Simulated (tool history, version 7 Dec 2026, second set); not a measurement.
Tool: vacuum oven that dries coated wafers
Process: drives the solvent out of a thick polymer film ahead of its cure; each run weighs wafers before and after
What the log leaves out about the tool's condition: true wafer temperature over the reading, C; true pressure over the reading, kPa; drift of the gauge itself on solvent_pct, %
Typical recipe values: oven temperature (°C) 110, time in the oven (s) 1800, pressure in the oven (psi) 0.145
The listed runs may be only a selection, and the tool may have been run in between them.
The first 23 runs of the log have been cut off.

run,hour,oven temperature (°C),time in the oven (s),pressure in the oven (psi),hours of work since the thermocouples were calibrated,hours of work since the vacuum gauge was cleaned of residue,solvent left in the film (%)
24,587.7,118,1800,0.145,971,1168,3.44
25,603.5,118,1800,0.145,982,1179,3.45
26,627,111,1800,0.22,998,1196,4.86
27,663,104,1800,0.11,1023,1221,5.76
28,695,110,960,0.31,1046,1243,8.28
29,731.1,122,1800,0.075,1071,1268,2.57
# hour 763.3: oven's thermocouples calibrated
30,763.3,122,1800,0.075,0,1289,2.45
31,792.9,108,3000,0.135,21,1310,3.01
32,825.1,108,3000,0.135,43,1332,3.07
33,850.9,108,3000,0.135,61,1350,3.14
34,868.3,118,2520,0.296,73,1362,2.79
35,902.3,110,2160,0.145,97,1386,3.94
36,932.4,110,1440,0.5,118,1407,7.04
37,954.3,110,2520,0.5,133,1422,5.14
38,988,110,2520,0.5,156,1446,5.22
39,1015.8,110,2520,0.5,176,1465,5.28
40,1049.7,110,1260,0.5,200,1489,7.78
41,1076.2,110,1260,0.5,218,1507,7.79
42,1113.3,110,1260,0.5,244,1533,7.73
43,1130.3,118,2160,0.31,256,1545,3.35

Forecast run 44:
44,1147.6,118,2160,0.31,268,1557,?

solvent left in the film (%): 3.48
The same run, on a tool lacking any hidden state, would have yielded solvent left in the film (%) 2.91.
